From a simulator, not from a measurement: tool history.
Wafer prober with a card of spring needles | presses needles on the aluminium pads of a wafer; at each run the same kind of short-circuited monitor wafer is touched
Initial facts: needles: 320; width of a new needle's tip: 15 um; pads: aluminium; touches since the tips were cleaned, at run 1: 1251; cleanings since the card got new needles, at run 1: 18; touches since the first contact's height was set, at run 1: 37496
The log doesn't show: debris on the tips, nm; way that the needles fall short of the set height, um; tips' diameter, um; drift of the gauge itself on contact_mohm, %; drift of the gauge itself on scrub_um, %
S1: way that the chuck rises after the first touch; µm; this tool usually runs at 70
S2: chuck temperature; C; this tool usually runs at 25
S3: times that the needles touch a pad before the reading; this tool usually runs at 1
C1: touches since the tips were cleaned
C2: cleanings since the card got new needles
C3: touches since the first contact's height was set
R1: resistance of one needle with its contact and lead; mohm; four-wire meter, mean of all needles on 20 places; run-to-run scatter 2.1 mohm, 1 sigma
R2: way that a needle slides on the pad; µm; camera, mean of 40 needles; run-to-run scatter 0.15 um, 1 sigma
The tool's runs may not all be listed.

run 1 hour=0.0 | S1=70 S2=25 S3=1 | C1=1251 C2=18 C3=37496 | R1=237 R2=13.16
-- hour=1.8 tips cleaned on abrasive film
-- hour=6.5 tips cleaned on abrasive film
run 2 hour=7.1 | S1=70 S2=25 S3=1 | C1=245 C2=20 C3=40408 | R1=235 R2=12.93
-- hour=11.3 tips cleaned on abrasive film
-- hour=15.8 tips cleaned on abrasive film
run 3 hour=16.8 | S1=70 S2=25 S3=1 | C1=434 C2=22 C3=44465 | R1=230 R2=12.84
-- hour=20.0 tips cleaned on abrasive film
-- hour=24.3 tips cleaned on abrasive film
run 4 hour=27.1 | S1=70 S2=25 S3=1 | C1=1199 C2=24 C3=48747 | R1=234 R2=12.58
-- hour=29.1 tips cleaned on abrasive film
-- hour=33.6 tips cleaned on abrasive film
run 5 hour=37.0 | S1=70 S2=25 S3=1 | C1=1441 C2=26 C3=52851 | R1=234 R2=12.97
-- hour=37.9 tips cleaned on abrasive film
-- hour=42.3 tips cleaned on abrasive film
-- hour=46.7 tips cleaned on abrasive film
run 6 hour=47.7 | S1=70 S2=25 S3=2 | C1=418 C2=29 C3=57269 | R1=233 R2=12.85
-- hour=51.3 tips cleaned on abrasive film
-- hour=56.2 tips cleaned on abrasive film
run 7 hour=57.3 | S1=60 S2=25 S3=1 | C1=490 C2=31 C3=61258 | R1=235 R2=10.88
-- hour=61.0 tips cleaned on abrasive film
run 8 hour=63.9 | S1=70 S2=25 S3=1 | C1=1224 C2=32 C3=63997 | R1=238 R2=12.69
-- hour=65.5 tips cleaned on abrasive film
run 9 hour=69.2 | S1=70 S2=25 S3=1 | C1=1596 C2=33 C3=66240 | R1=242 R2=12.64
-- hour=70.3 tips cleaned on abrasive film
-- hour=74.9 tips cleaned on abrasive film
-- hour=79.4 tips cleaned on abrasive film
run 10 hour=80.5 | S1=70 S2=25 S3=1 | C1=499 C2=36 C3=70903 | R1=233 R2=12.81
-- hour=83.5 tips cleaned on abrasive film
run 11 hour=87.1 | S1=70 S2=25 S3=1 | C1=1523 C2=37 C3=73628 | R1=240 R2=12.50
-- hour=87.8 tips cleaned on abrasive film
-- hour=92.2 tips cleaned on abrasive film
run 12 hour=95.9 | S1=70 S2=87 S3=1 | C1=1562 C2=39 C3=77275 | R1=255 R2=12.73
-- hour=96.8 tips cleaned on abrasive film
-- hour=101.2 tips cleaned on abrasive film
run 13 hour=102.5 | S1=70 S2=25 S3=1 | C1=559 C2=41 C3=80011 | R1=239 R2=12.51
-- hour=106.1 tips cleaned on abrasive film
-- hour=110.6 tips cleaned on abrasive film
run 14 hour=110.7 | S1=70 S2=76 S3=1 | C1=50 C2=43 C3=83405 | R1=243 R2=12.68
-- hour=114.9 tips cleaned on abrasive film
run 15 hour=117.5 | S1=70 S2=25 S3=1 | C1=1068 C2=44 C3=86225 | R1=235 R2=12.37
-- hour=119.1 tips cleaned on abrasive film
-- hour=123.6 tips cleaned on abrasive film
run 16 hour=125.2 | S1=88 S2=61 S3=1 | C1=658 C2=46 C3=89410 | R1=239 R2=15.94
-- hour=128.3 tips cleaned on abrasive film
run 17 hour=132.2 | S1=70 S2=60 S3=1 | C1=1662 C2=47 C3=92358 | R1=244 R2=12.42
-- hour=132.8 tips cleaned on abrasive film
-- hour=137.1 tips cleaned on abrasive film
run 18 hour=140.2 | S1=56 S2=76 S3=3 | C1=1310 C2=49 C3=95678 | R1=246 R2=9.83
-- hour=141.5 tips cleaned on abrasive film
-- hour=146.2 tips cleaned on abrasive film
-- hour=150.5 tips cleaned on abrasive film
run 19 hour=150.5 | S1=81 S2=25 S3=1 | C1=0 C2=52 C3=99914 | R1=231 R2=14.56
-- hour=155.1 tips cleaned on abrasive film
run 20 hour=156.0 | S1=70 S2=59 S3=1 | C1=379 C2=53 C3=102202 | R1=244 R2=12.58
-- hour=160.0 tips cleaned on abrasive film
-- hour=164.6 tips cleaned on abrasive film
run 21 hour=167.0 | S1=70 S2=59 S3=1 | C1=1020 C2=55 C3=106778 | R1=246 R2=12.34
-- hour=169.4 tips cleaned on abrasive film
-- hour=173.9 tips cleaned on abrasive film
run 22 hour=177.3 | S1=55 S2=82 S3=2 | C1=1432 C2=57 C3=111066 | R1=257 R2=9.39
-- hour=178.2 tips cleaned on abrasive film
-- hour=182.5 tips cleaned on abrasive film
run 23 hour=185.8 | S1=55 S2=82 S3=2 | C1=1401 C2=59 C3=114570 | R1=255 R2=9.45
-- hour=186.7 tips cleaned on abrasive film
-- hour=191.4 tips cleaned on abrasive film
run 24 hour=191.9 | S1=55 S2=82 S3=2 | C1=191 C2=61 C3=117079 | R1=254 R2=9.28
-- hour=195.8 tips cleaned on abrasive film
run 25 hour=199.7 | S1=62 S2=25 S3=1 | C1=1625 C2=62 C3=120347 | R1=242 R2=10.63
-- hour=200.4 tips cleaned on abrasive film
-- hour=205.2 tips cleaned on abrasive film
run 26 hour=205.3 | S1=70 S2=63 S3=1 | C1=60 C2=64 C3=122654 | R1=245 R2=12.17
-- hour=209.7 tips cleaned on abrasive film
-- hour=214.3 tips cleaned on abrasive film
run 27 hour=214.3 | S1=70 S2=63 S3=1 | C1=0 C2=66 C3=126365 | R1=239 R2=12.14
-- hour=218.9 tips cleaned on abrasive film
-- hour=223.1 tips cleaned on abrasive film
run 28 hour=223.1 | S1=65 S2=27 S3=2 | C1=0 C2=68 C3=130050 | R1=230 R2=11.28
-- hour=227.6 tips cleaned on abrasive film
run 29 hour=229.6 | S1=56 S2=25 S3=1 | C1=839 C2=69 C3=132751 | R1=240 R2=9.29

How the hidden state differs across the entries between the runs, from the last listed run before each to the first after it:
Runs 1 to 2: tips cleaned on abrasive film (hour 1.8); tips cleaned on abrasive film (hour 6.5)
  debris on the tips, nm: 23.1 -> 8.3; way that the needles fall short of the set height, um: 1.67 -> 1.85; tips' diameter, um: 15.58 -> 15.65
  difference, measured minus the result without the unlogged condition, R1: +7 -> +3 mohm; R2: -0.32 -> -0.35 µm
Runs 2 to 3: tips cleaned on abrasive film (hour 11.3); tips cleaned on abrasive film (hour 15.8)
  debris on the tips, nm: 8.3 -> 8.8; way that the needles fall short of the set height, um: 1.85 -> 2.01; tips' diameter, um: 15.65 -> 15.7
  difference, measured minus the result without the unlogged condition, R1: +3 -> +2 mohm; R2: -0.35 -> -0.38 µm
Runs 3 to 4: tips cleaned on abrasive film (hour 20.0); tips cleaned on abrasive film (hour 24.3)
  debris on the tips, nm: 8.8 -> 20.4; way that the needles fall short of the set height, um: 2.01 -> 2.23; tips' diameter, um: 15.7 -> 15.78
  difference, measured minus the result without the unlogged condition, R1: +2 -> +6 mohm; R2: -0.38 -> -0.42 µm
Runs 4 to 5: tips cleaned on abrasive film (hour 29.1); tips cleaned on abrasive film (hour 33.6)
  debris on the tips, nm: 20.4 -> 25.2; way that the needles fall short of the set height, um: 2.23 -> 2.42; tips' diameter, um: 15.78 -> 15.85
  difference, measured minus the result without the unlogged condition, R1: +6 -> +7 mohm; R2: -0.42 -> -0.46 µm
Runs 5 to 6: tips cleaned on abrasive film (hour 37.9); tips cleaned on abrasive film (hour 42.3); tips cleaned on abrasive film (hour 46.7)
  debris on the tips, nm: 25.2 -> 10.1; way that the needles fall short of the set height, um: 2.42 -> 2.7; tips' diameter, um: 15.85 -> 15.95
  difference, measured minus the result without the unlogged condition, R1: +7 -> +3 mohm; R2: -0.46 -> -0.51 µm
Runs 6 to 7: tips cleaned on abrasive film (hour 51.3); tips cleaned on abrasive film (hour 56.2)
  debris on the tips, nm: 10.1 -> 9; way that the needles fall short of the set height, um: 2.7 -> 2.9; tips' diameter, um: 15.95 -> 16.01
  difference, measured minus the result without the unlogged condition, R1: +3 -> +4 mohm; R2: -0.51 -> -0.55 µm
Runs 7 to 8: tips cleaned on abrasive film (hour 61.0)
  debris on the tips, nm: 9 -> 22.7; way that the needles fall short of the set height, um: 2.9 -> 2.98; tips' diameter, um: 16.01 -> 16.04
  difference, measured minus the result without the unlogged condition, R1: +4 -> +7 mohm; R2: -0.55 -> -0.56 µm
Runs 8 to 9: tips cleaned on abrasive film (hour 65.5)
  debris on the tips, nm: 22.7 -> 26.5; way that the needles fall short of the set height, um: 2.98 -> 3.06; tips' diameter, um: 16.04 -> 16.07
  difference, measured minus the result without the unlogged condition, R1: +7 -> +9 mohm; R2: -0.56 -> -0.58 µm
Runs 9 to 10: tips cleaned on abrasive film (hour 70.3); tips cleaned on abrasive film (hour 74.9); tips cleaned on abrasive film (hour 79.4)
  debris on the tips, nm: 26.5 -> 13.4; way that the needles fall short of the set height, um: 3.06 -> 3.32; tips' diameter, um: 16.07 -> 16.16
  difference, measured minus the result without the unlogged condition, R1: +9 -> +4 mohm; R2: -0.58 -> -0.63 µm
Runs 10 to 11: tips cleaned on abrasive film (hour 83.5)
  debris on the tips, nm: 13.4 -> 25.1; way that the needles fall short of the set height, um: 3.32 -> 3.41; tips' diameter, um: 16.16 -> 16.2
  difference, measured minus the result without the unlogged condition, R1: +4 -> +9 mohm; R2: -0.63 -> -0.64 µm
Runs 11 to 12: tips cleaned on abrasive film (hour 87.8); tips cleaned on abrasive film (hour 92.2)
  debris on the tips, nm: 25.1 -> 25.5; way that the needles fall short of the set height, um: 3.41 -> 3.6; tips' diameter, um: 16.2 -> 16.26
  difference, measured minus the result without the unlogged condition, R1: +9 -> +7 mohm; R2: -0.64 -> -0.69 µm
Runs 12 to 13: tips cleaned on abrasive film (hour 96.8); tips cleaned on abrasive film (hour 101.2)
  debris on the tips, nm: 25.5 -> 11.6; way that the needles fall short of the set height, um: 3.6 -> 3.78; tips' diameter, um: 16.26 -> 16.32
  difference, measured minus the result without the unlogged condition, R1: +7 -> +4 mohm; R2: -0.69 -> -0.72 µm
Runs 13 to 14: tips cleaned on abrasive film (hour 106.1); tips cleaned on abrasive film (hour 110.6)
  debris on the tips, nm: 11.6 -> 2.5; way that the needles fall short of the set height, um: 3.78 -> 3.94; tips' diameter, um: 16.32 -> 16.38
  difference, measured minus the result without the unlogged condition, R1: +4 -> +2 mohm; R2: -0.72 -> -0.75 µm
Runs 14 to 15: tips cleaned on abrasive film (hour 114.9)
  debris on the tips, nm: 2.5 -> 18.4; way that the needles fall short of the set height, um: 3.94 -> 4.04; tips' diameter, um: 16.38 -> 16.41
  difference, measured minus the result without the unlogged condition, R1: +2 -> +7 mohm; R2: -0.75 -> -0.77 µm
Runs 15 to 16: tips cleaned on abrasive film (hour 119.1); tips cleaned on abrasive film (hour 123.6)
  debris on the tips, nm: 18.4 -> 14.7; way that the needles fall short of the set height, um: 4.04 -> 4.24; tips' diameter, um: 16.41 -> 16.48
  difference, measured minus the result without the unlogged condition, R1: +7 -> +2 mohm; R2: -0.77 -> -0.81 µm
Runs 16 to 17: tips cleaned on abrasive film (hour 128.3)
  debris on the tips, nm: 14.7 -> 27.1; way that the needles fall short of the set height, um: 4.24 -> 4.31; tips' diameter, um: 16.48 -> 16.51
  difference, measured minus the result without the unlogged condition, R1: +2 -> +9 mohm; R2: -0.81 -> -0.81 µm
Runs 17 to 18: tips cleaned on abrasive film (hour 132.8); tips cleaned on abrasive film (hour 137.1)
  debris on the tips, nm: 27.1 -> 23.4; way that the needles fall short of the set height, um: 4.31 -> 4.49; tips' diameter, um: 16.51 -> 16.57
  difference, measured minus the result without the unlogged condition, R1: +9 -> +6 mohm; R2: -0.81 -> -0.86 µm
Runs 18 to 19: tips cleaned on abrasive film (hour 141.5); tips cleaned on abrasive film (hour 146.2); tips cleaned on abrasive film (hour 150.5)
  debris on the tips, nm: 23.4 -> 3.2; way that the needles fall short of the set height, um: 4.49 -> 4.8; tips' diameter, um: 16.57 -> 16.68
  difference, measured minus the result without the unlogged condition, R1: +6 -> +1 mohm; R2: -0.86 -> -0.92 µm
Runs 19 to 20: tips cleaned on abrasive film (hour 155.1)
  debris on the tips, nm: 3.2 -> 9.6; way that the needles fall short of the set height, um: 4.8 -> 4.87; tips' diameter, um: 16.68 -> 16.7
  difference, measured minus the result without the unlogged condition, R1: +1 -> +5 mohm; R2: -0.92 -> -0.93 µm
Runs 20 to 21: tips cleaned on abrasive film (hour 160.0); tips cleaned on abrasive film (hour 164.6)
  debris on the tips, nm: 9.6 -> 20; way that the needles fall short of the set height, um: 4.87 -> 5.02; tips' diameter, um: 16.7 -> 16.76
  difference, measured minus the result without the unlogged condition, R1: +5 -> +7 mohm; R2: -0.93 -> -0.95 µm
Runs 21 to 22: tips cleaned on abrasive film (hour 169.4); tips cleaned on abrasive film (hour 173.9)
  debris on the tips, nm: 20 -> 24.8; way that the needles fall short of the set height, um: 5.02 -> 5.22; tips' diameter, um: 16.76 -> 16.83
  difference, measured minus the result without the unlogged condition, R1: +7 -> +9 mohm; R2: -0.95 -> -0.99 µm
Runs 22 to 23: tips cleaned on abrasive film (hour 178.2); tips cleaned on abrasive film (hour 182.5)
  debris on the tips, nm: 24.8 -> 24.3; way that the needles fall short of the set height, um: 5.22 -> 5.36; tips' diameter, um: 16.83 -> 16.88
  difference, measured minus the result without the unlogged condition, R1: +9 -> +8 mohm; R2: -0.99 -> -1.01 µm
Runs 23 to 24: tips cleaned on abrasive film (hour 186.7); tips cleaned on abrasive film (hour 191.4)
  debris on the tips, nm: 24.3 -> 7.4; way that the needles fall short of the set height, um: 5.36 -> 5.54; tips' diameter, um: 16.88 -> 16.94
  difference, measured minus the result without the unlogged condition, R1: +8 -> +5 mohm; R2: -1.01 -> -1.05 µm
Runs 24 to 25: tips cleaned on abrasive film (hour 195.8)
  debris on the tips, nm: 7.4 -> 26; way that the needles fall short of the set height, um: 5.54 -> 5.64; tips' diameter, um: 16.94 -> 16.97
  difference, measured minus the result without the unlogged condition, R1: +5 -> +12 mohm; R2: -1.05 -> -1.06 µm
Runs 25 to 26: tips cleaned on abrasive film (hour 200.4); tips cleaned on abrasive film (hour 205.2)
  debris on the tips, nm: 26 -> 2.4; way that the needles fall short of the set height, um: 5.64 -> 5.85; tips' diameter, um: 16.97 -> 17.05
  difference, measured minus the result without the unlogged condition, R1: +12 -> +3 mohm; R2: -1.06 -> -1.11 µm
Runs 26 to 27: tips cleaned on abrasive film (hour 209.7); tips cleaned on abrasive film (hour 214.3)
  debris on the tips, nm: 2.4 -> 2.1; way that the needles fall short of the set height, um: 5.85 -> 6.02; tips' diameter, um: 17.05 -> 17.11
  difference, measured minus the result without the unlogged condition, R1: +3 -> +2 mohm; R2: -1.11 -> -1.15 µm
Runs 27 to 28: tips cleaned on abrasive film (hour 218.9); tips cleaned on abrasive film (hour 223.1)
  debris on the tips, nm: 2.1 -> 1.3; way that the needles fall short of the set height, um: 6.02 -> 6.22; tips' diameter, um: 17.11 -> 17.18
  difference, measured minus the result without the unlogged condition, R1: +2 -> +2 mohm; R2: -1.15 -> -1.18 µm
Runs 28 to 29: tips cleaned on abrasive film (hour 227.6)
  debris on the tips, nm: 1.3 -> 17.9; way that the needles fall short of the set height, um: 6.22 -> 6.29; tips' diameter, um: 17.18 -> 17.2
  difference, measured minus the result without the unlogged condition, R1: +2 -> +11 mohm; R2: -1.18 -> -1.19 µm
